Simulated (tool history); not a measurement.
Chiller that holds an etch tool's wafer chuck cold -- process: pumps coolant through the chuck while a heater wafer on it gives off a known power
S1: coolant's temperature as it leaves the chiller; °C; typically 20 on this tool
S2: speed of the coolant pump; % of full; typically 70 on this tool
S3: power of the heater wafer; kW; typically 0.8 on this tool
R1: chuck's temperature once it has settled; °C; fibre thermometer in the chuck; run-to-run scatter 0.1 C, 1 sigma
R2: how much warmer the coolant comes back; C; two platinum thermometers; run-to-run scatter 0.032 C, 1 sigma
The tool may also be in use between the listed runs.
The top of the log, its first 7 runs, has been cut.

run,hour,S1,S2,S3,R1,R2
8,918.1,20,70,0.8,26.3,3.21
9,1069.2,20,70,0.423,23.4,1.7
10,1199.7,20,70,0.423,23.1,1.68
11,1361,20,70,0.8,26.4,3.25
12,1440.1,20,70,0.8,26.3,3.28
13,1621.9,20,70,0.8,26.2,3.21
14,1701.3,20,70,1.063,28.4,4.29
15,1869.8,20,70,1.063,28.2,4.33
16,1948.2,20,70,1.063,28.3,4.27
# hour 1995.7: coolant changed, channels flushed
17,2070.9,19,70,0.629,23.8,2.52
18,2224.1,14,87,0.8,19.4,2.55
19,2333.8,20,84,1.008,27.1,3.28
20,2510.4,20,84,1.008,26.9,3.34
21,2647.4,14,70,0.741,19.7,2.98
22,2793,14,70,0.741,19.8,2.97
23,2883.9,15,70,1.126,23.7,4.55
24,2981.7,15,70,1.126,23.8,4.55
# hour 3041.2: gauge calibrated
25,3065.2,24,70,0.873,30.7,3.57
26,3207.9,10,62,0.491,14.3,2.28
27,3335.3,10,62,0.491,14.2,2.3
28,3453.4,10,62,0.491,14.2,2.34
29,3616,10,62,0.491,14.3,2.32
30,3733.5,11,65,0.8,17.4,3.53
31,3885,20,96,0.8,25,2.27
# hour 4032.3: coolant pump overhauled
# hour 4059.5: chiller's thermometer calibrated
32,4072.3,20,68,0.8,26.4,3.34

Branching from run 32: 4 alternative next runs. What would each branch give?
A,4240.3,24,88,0.8,?,?
B,4240.3,20,66,0.8,?,?
C,4240.3,20,66,0.8,?,?
D,4240.3,10,60,0.8,?,?

run,R1,R2
A,29.2,2.57
B,26.7,3.46
C,26.8,3.51
D,17,3.88
The same runs, with their run-to-run variation unchanged, on a tool lacking any hidden condition would have given:
run,R1,R2
A,29.2,2.63
B,26.7,3.53
C,26.8,3.58
D,17,3.95
